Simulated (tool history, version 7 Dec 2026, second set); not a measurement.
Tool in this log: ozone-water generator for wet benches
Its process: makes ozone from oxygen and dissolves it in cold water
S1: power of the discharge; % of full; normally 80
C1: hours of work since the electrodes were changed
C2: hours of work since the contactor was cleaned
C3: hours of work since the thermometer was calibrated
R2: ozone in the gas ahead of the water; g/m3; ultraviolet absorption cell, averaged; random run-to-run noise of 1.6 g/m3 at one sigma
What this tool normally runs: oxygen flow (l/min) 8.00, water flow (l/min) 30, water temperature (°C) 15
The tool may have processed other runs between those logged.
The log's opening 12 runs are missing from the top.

run 13 hour=311.6 | S1=80 oxygen_flow_(l/min)=8.00 water_flow_(l/min)=30 water_temperature_(°C)=8 | C1=1254 C2=1655 C3=952 | dissolved_ozone_(ppm)=40.9 R2=301.5
run 14 hour=345.4 | S1=80 oxygen_flow_(l/min)=8.00 water_flow_(l/min)=30 water_temperature_(°C)=8 | C1=1281 C2=1682 C3=979 | dissolved_ozone_(ppm)=41.4 R2=302.2
run 15 hour=359.8 | S1=80 oxygen_flow_(l/min)=8.00 water_flow_(l/min)=30 water_temperature_(°C)=8 | C1=1292 C2=1693 C3=991 | dissolved_ozone_(ppm)=41.2 R2=301.4
run 16 hour=381.8 | S1=80 oxygen_flow_(l/min)=8.00 water_flow_(l/min)=30 water_temperature_(°C)=8 | C1=1310 C2=1711 C3=1008 | dissolved_ozone_(ppm)=41.5 R2=302.2
run 17 hour=399.1 | S1=80 oxygen_flow_(l/min)=8.00 water_flow_(l/min)=30 water_temperature_(°C)=8 | C1=1324 C2=1725 C3=1022 | dissolved_ozone_(ppm)=41.3 R2=305.1
run 18 hour=425.3 | S1=80 oxygen_flow_(l/min)=8.00 water_flow_(l/min)=30 water_temperature_(°C)=8 | C1=1345 C2=1746 C3=1043 | dissolved_ozone_(ppm)=41.5 R2=303.7
run 19 hour=449.8 | S1=80 oxygen_flow_(l/min)=8.00 water_flow_(l/min)=30 water_temperature_(°C)=8 | C1=1364 C2=1765 C3=1063 | dissolved_ozone_(ppm)=41.2 R2=300.4
run 20 hour=470.7 | S1=94 oxygen_flow_(l/min)=8.00 water_flow_(l/min)=30 water_temperature_(°C)=10 | C1=1381 C2=1782 C3=1079 | dissolved_ozone_(ppm)=45.7 R2=347.5
run 21 hour=490.6 | S1=94 oxygen_flow_(l/min)=8.00 water_flow_(l/min)=30 water_temperature_(°C)=10 | C1=1397 C2=1798 C3=1095 | dissolved_ozone_(ppm)=45.4 R2=344.3
run 22 hour=506.1 | S1=94 oxygen_flow_(l/min)=8.00 water_flow_(l/min)=30 water_temperature_(°C)=10 | C1=1409 C2=1810 C3=1108 | dissolved_ozone_(ppm)=46.0 R2=342.1
run 23 hour=533.4 | S1=80 oxygen_flow_(l/min)=8.00 water_flow_(l/min)=30 water_temperature_(°C)=11 | C1=1431 C2=1832 C3=1129 | dissolved_ozone_(ppm)=39.6 R2=301.8
run 24 hour=564.6 | S1=49 oxygen_flow_(l/min)=4.16 water_flow_(l/min)=36 water_temperature_(°C)=15 | C1=1456 C2=1857 C3=1154 | dissolved_ozone_(ppm)=20.7 R2=299.7
run 25 hour=585.0 | S1=49 oxygen_flow_(l/min)=4.16 water_flow_(l/min)=36 water_temperature_(°C)=15 | C1=1472 C2=1873 C3=1171 | dissolved_ozone_(ppm)=20.3 R2=297.6
run 26 hour=613.8 | S1=49 oxygen_flow_(l/min)=4.16 water_flow_(l/min)=26 water_temperature_(°C)=22 | C1=1495 C2=1896 C3=1194 | dissolved_ozone_(ppm)=25.8 R2=299.5
run 27 hour=634.9 | S1=70 oxygen_flow_(l/min)=4.93 water_flow_(l/min)=32 water_temperature_(°C)=10 | C1=1512 C2=1913 C3=1211 | dissolved_ozone_(ppm)=33.2 R2=361.8
run 28 hour=656.4 | S1=70 oxygen_flow_(l/min)=4.87 water_flow_(l/min)=32 water_temperature_(°C)=15 | C1=1529 C2=1930 C3=1228 | dissolved_ozone_(ppm)=31.4 R2=366.0
run 29 hour=671.4 | S1=44 oxygen_flow_(l/min)=10.52 water_flow_(l/min)=31 water_temperature_(°C)=15 | C1=1541 C2=1942 C3=1240 | dissolved_ozone_(ppm)=22.3 R2=157.9
run 30 hour=689.7 | S1=61 oxygen_flow_(l/min)=9.61 water_flow_(l/min)=23 water_temperature_(°C)=7 | C1=1556 C2=1957 C3=1254 | dissolved_ozone_(ppm)=41.0 R2=217.9
run 31 hour=714.4 | S1=61 oxygen_flow_(l/min)=9.61 water_flow_(l/min)=23 water_temperature_(°C)=7 | C1=1576 C2=1977 C3=1274 | dissolved_ozone_(ppm)=41.3 R2=217.2
run 32 hour=729.6 | S1=42 oxygen_flow_(l/min)=4.40 water_flow_(l/min)=24 water_temperature_(°C)=8 | C1=1588 C2=1989 C3=1286 | dissolved_ozone_(ppm)=28.5 R2=255.3

What if the next run were any one of these 3? Each begins from the tool's condition after run 32:
run A hour=751.9 | S1=42 oxygen_flow_(l/min)=10.19 water_flow_(l/min)=24 water_temperature_(°C)=11 | C1=1606 C2=2007 C3=1304 | dissolved_ozone_(ppm)=? R2=?
run B hour=751.9 | S1=80 oxygen_flow_(l/min)=4.30 water_flow_(l/min)=30 water_temperature_(°C)=15 | C1=1606 C2=2007 C3=1304 | dissolved_ozone_(ppm)=? R2=?
run C hour=751.9 | S1=80 oxygen_flow_(l/min)=4.56 water_flow_(l/min)=45 water_temperature_(°C)=15 | C1=1606 C2=2007 C3=1304 | dissolved_ozone_(ppm)=? R2=?

run=A dissolved_ozone_(ppm)=27.5 R2=154.9
run=B dissolved_ozone_(ppm)=36.7 R2=434.3
run=C dissolved_ozone_(ppm)=24.5 R2=420.3
Stripped of hidden state, with their random variation kept, the same runs would have yielded:
run=A dissolved_ozone_(ppm)=28.0 R2=156.9
run=B dissolved_ozone_(ppm)=37.8 R2=444.6
run=C dissolved_ozone_(ppm)=25.3 R2=430.3

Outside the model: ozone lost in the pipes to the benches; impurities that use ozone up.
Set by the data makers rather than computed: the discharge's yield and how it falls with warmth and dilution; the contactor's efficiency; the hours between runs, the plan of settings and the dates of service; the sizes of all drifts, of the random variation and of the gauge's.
